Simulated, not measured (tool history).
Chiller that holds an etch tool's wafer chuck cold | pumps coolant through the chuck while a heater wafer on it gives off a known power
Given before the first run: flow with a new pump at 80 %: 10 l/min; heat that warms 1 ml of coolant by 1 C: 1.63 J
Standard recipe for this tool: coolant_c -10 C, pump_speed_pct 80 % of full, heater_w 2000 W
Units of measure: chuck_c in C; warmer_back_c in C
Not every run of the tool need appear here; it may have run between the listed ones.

run 1 hour=0 | coolant_c=-10 pump_speed_pct=80 heater_w=2000 | chuck_c=6.7 warmer_back_c=7.7
run 2 hour=30 | coolant_c=-10 pump_speed_pct=80 heater_w=2000 | chuck_c=7.1 warmer_back_c=7.67
run 3 hour=79.4 | coolant_c=-10 pump_speed_pct=80 heater_w=2000 | chuck_c=6.9 warmer_back_c=7.73
run 4 hour=121.5 | coolant_c=-10 pump_speed_pct=80 heater_w=2000 | chuck_c=7.1 warmer_back_c=7.69
run 5 hour=183.9 | coolant_c=-10 pump_speed_pct=80 heater_w=2000 | chuck_c=7.3 warmer_back_c=7.7
run 6 hour=232.2 | coolant_c=-7 pump_speed_pct=80 heater_w=2000 | chuck_c=10.1 warmer_back_c=7.71
run 7 hour=290 | coolant_c=-7 pump_speed_pct=80 heater_w=2000 | chuck_c=10.2 warmer_back_c=7.76

Run 8 is up next; what results do you expect?
run 8 hour=354.7 | coolant_c=-7 pump_speed_pct=82 heater_w=2482 | chuck_c=? warmer_back_c=?

Run 8 gave chuck_c 14 C, warmer_back_c 9.4 C.
Minus the tool's unlogged condition, the same run would have read chuck_c 12.6 C, warmer_back_c 8.96 C.
